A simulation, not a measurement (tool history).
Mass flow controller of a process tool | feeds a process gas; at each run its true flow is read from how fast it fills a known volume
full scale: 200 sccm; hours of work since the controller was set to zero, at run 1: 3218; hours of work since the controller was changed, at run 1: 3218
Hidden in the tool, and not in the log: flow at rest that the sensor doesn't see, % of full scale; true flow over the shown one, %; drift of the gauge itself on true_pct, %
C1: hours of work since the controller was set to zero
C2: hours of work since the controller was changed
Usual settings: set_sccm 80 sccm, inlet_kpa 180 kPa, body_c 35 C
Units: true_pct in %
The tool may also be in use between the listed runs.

Run 1, hour 0.0: usual settings; C1 3218; C2 3218. Result: true_pct 99.50 %.
Run 2, hour 93.1: usual settings but set_sccm 94 sccm; C1 3287; C2 3287. Result: true_pct 99.57 %.
Run 3, hour 163.6: usual settings but set_sccm 94 sccm, inlet_kpa 270 kPa; C1 3340; C2 3340. Result: true_pct 100.35 %.
Run 4, hour 278.3: usual settings; C1 3425; C2 3425. Result: true_pct 99.52 %.
Run 5, hour 379.9: usual settings; C1 3501; C2 3501. Result: true_pct 99.57 %.
Run 6, hour 445.5: usual settings; C1 3550; C2 3550. Result: true_pct 99.53 %.
Run 7, hour 547.6: usual settings; C1 3626; C2 3626. Result: true_pct 99.54 %.
Run 8, hour 671.9: usual settings; C1 3719; C2 3719. Result: true_pct 99.52 %.
Run 9, hour 739.2: usual settings but inlet_kpa 231 kPa; C1 3769; C2 3769. Result: true_pct 99.88 %.
Run 10, hour 861.8: usual settings; C1 3860; C2 3860. Result: true_pct 99.53 %.
Run 11, hour 973.1: usual settings; C1 3943; C2 3943. Result: true_pct 99.49 %.
Run 12, hour 1034.8: usual settings; C1 3989; C2 3989. Result: true_pct 99.37 %.
Run 13, hour 1161.6: usual settings; C1 4084; C2 4084. Result: true_pct 99.45 %.
Run 14, hour 1288.7: usual settings; C1 4179; C2 4179. Result: true_pct 99.49 %.
Run 15, hour 1366.2: usual settings but set_sccm 132 sccm; C1 4237; C2 4237. Result: true_pct 99.85 %.
Run 16, hour 1500.5: usual settings but body_c 21 C; C1 4337; C2 4337. Result: true_pct 98.92 %.
Run 17, hour 1600.0: usual settings but body_c 23 C; C1 4411; C2 4411. Result: true_pct 99.02 %.
Run 18, hour 1733.1: usual settings but body_c 23 C; C1 4510; C2 4510. Result: true_pct 98.97 %.
Run 19, hour 1835.3: usual settings but body_c 23 C; C1 4586; C2 4586. Result: true_pct 99.06 %.
Run 20, hour 1895.1: usual settings but body_c 32 C; C1 4631; C2 4631. Result: true_pct 99.25 %.
At hour 1951.9: controller's zero set anew.
Run 21, hour 1987.3: usual settings but body_c 32 C; C1 26; C2 4699. Result: true_pct 99.37 %.
Run 22, hour 2106.1: usual settings but body_c 32 C; C1 115; C2 4788. Result: true_pct 99.29 %.
Run 23, hour 2194.4: usual settings but set_sccm 27 sccm; C1 181; C2 4854. Result: true_pct 99.11 %.
Run 24, hour 2300.0: usual settings but set_sccm 27 sccm; C1 260; C2 4932. Result: true_pct 99.03 %.
Run 25, hour 2421.7: usual settings but body_c 25 C; C1 350; C2 5023. Result: true_pct 99.04 %.
Run 26, hour 2521.4: usual settings but set_sccm 47 sccm, inlet_kpa 200 kPa, body_c 39 C; C1 425; C2 5097. Result: true_pct 99.57 %.
Run 27, hour 2655.0: usual settings but set_sccm 137 sccm, inlet_kpa 200 kPa, body_c 37 C; C1 524; C2 5197. Result: true_pct 100.04 %.
Run 28, hour 2751.5: usual settings but set_sccm 37 sccm, inlet_kpa 155 kPa; C1 596; C2 5269. Result: true_pct 98.94 %.
Run 29, hour 2884.9: usual settings but set_sccm 73 sccm, inlet_kpa 162 kPa, body_c 23 C; C1 696; C2 5368. Result: true_pct 98.68 %.
Run 30, hour 2981.7: usual settings but set_sccm 73 sccm, inlet_kpa 162 kPa, body_c 23 C; C1 768; C2 5441. Result: true_pct 98.77 %.
Run 31, hour 3088.8: usual settings but body_c 22 C; C1 848; C2 5520. Result: true_pct 99.01 %.
Run 32, hour 3212.4: usual settings but body_c 22 C; C1 940; C2 5613. Result: true_pct 98.98 %.
Run 33, hour 3324.0: usual settings but inlet_kpa 153 kPa, body_c 27 C; C1 1023; C2 5696. Result: true_pct 98.93 %.
Run 34, hour 3426.0: usual settings but set_sccm 76 sccm, inlet_kpa 171 kPa, body_c 22 C; C1 1099; C2 5772. Result: true_pct 98.76 %.
Run 35, hour 3490.9: usual settings but set_sccm 76 sccm, inlet_kpa 171 kPa, body_c 22 C; C1 1147; C2 5820. Result: true_pct 98.70 %.
Run 36, hour 3546.8: usual settings but set_sccm 114 sccm, inlet_kpa 168 kPa, body_c 29 C; C1 1189; C2 5862. Result: true_pct 99.43 %.
Run 37, hour 3656.8: usual settings but inlet_kpa 268 kPa; C1 1271; C2 5944. Result: true_pct 100.15 %.
Run 38, hour 3735.0: usual settings but inlet_kpa 268 kPa; C1 1329; C2 6002. Result: true_pct 100.26 %.
At hour 3841.4: controller exchanged for a calibrated one.
Run 39, hour 3848.6: usual settings but set_sccm 134 sccm, inlet_kpa 268 kPa, body_c 24 C; C1 5; C2 5. Result: true_pct 100.05 %.
Run 40, hour 3976.5: usual settings but set_sccm 134 sccm, inlet_kpa 268 kPa, body_c 24 C; C1 101; C2 101. Result: true_pct 100.02 %.
Run 41, hour 4081.3: usual settings but set_sccm 134 sccm, inlet_kpa 268 kPa, body_c 24 C; C1 179; C2 179. Result: true_pct 100.04 %.
Run 42, hour 4218.0: usual settings but set_sccm 134 sccm, inlet_kpa 268 kPa, body_c 24 C; C1 281; C2 281. Result: true_pct 99.99 %.
Run 43, hour 4320.5: usual settings but set_sccm 134 sccm, inlet_kpa 268 kPa, body_c 24 C; C1 357; C2 357. Result: true_pct 100.00 %.
Run 44, hour 4435.7: usual settings but set_sccm 128 sccm, inlet_kpa 222 kPa, body_c 33 C; C1 443; C2 443. Result: true_pct 99.93 %.
Run 45, hour 4532.0: usual settings but set_sccm 50 sccm, inlet_kpa 148 kPa, body_c 30 C; C1 515; C2 515. Result: true_pct 98.78 %.
Run 46, hour 4625.1: usual settings but set_sccm 131 sccm, inlet_kpa 156 kPa, body_c 22 C; C1 584; C2 584. Result: true_pct 99.12 %.
Run 47, hour 4738.1: usual settings but set_sccm 131 sccm, inlet_kpa 264 kPa, body_c 31 C; C1 669; C2 669. Result: true_pct 100.18 %.

4 ways to go on from here, each from the tool as it stands after run 47. What would each give?
Run A, hour 4826.7: usual settings but inlet_kpa 144 kPa; C1 735; C2 735. Result: true_pct ?.
Run B, hour 4826.7: usual settings but set_sccm 93 sccm, inlet_kpa 159 kPa, body_c 36 C; C1 735; C2 735. Result: true_pct ?.
Run C, hour 4826.7: usual settings but set_sccm 194 sccm, inlet_kpa 262 kPa; C1 735; C2 735. Result: true_pct ?.
Run D, hour 4826.7: usual settings but set_sccm 151 sccm, inlet_kpa 264 kPa, body_c 32 C; C1 735; C2 735. Result: true_pct ?.

run  true_pct
  A     99.28
  B     99.52
  C    100.94
  D    100.47
Without the tool's hidden state the same runs would have given:
run  true_pct
  A     99.28
  B     99.52
  C    100.94
  D    100.48
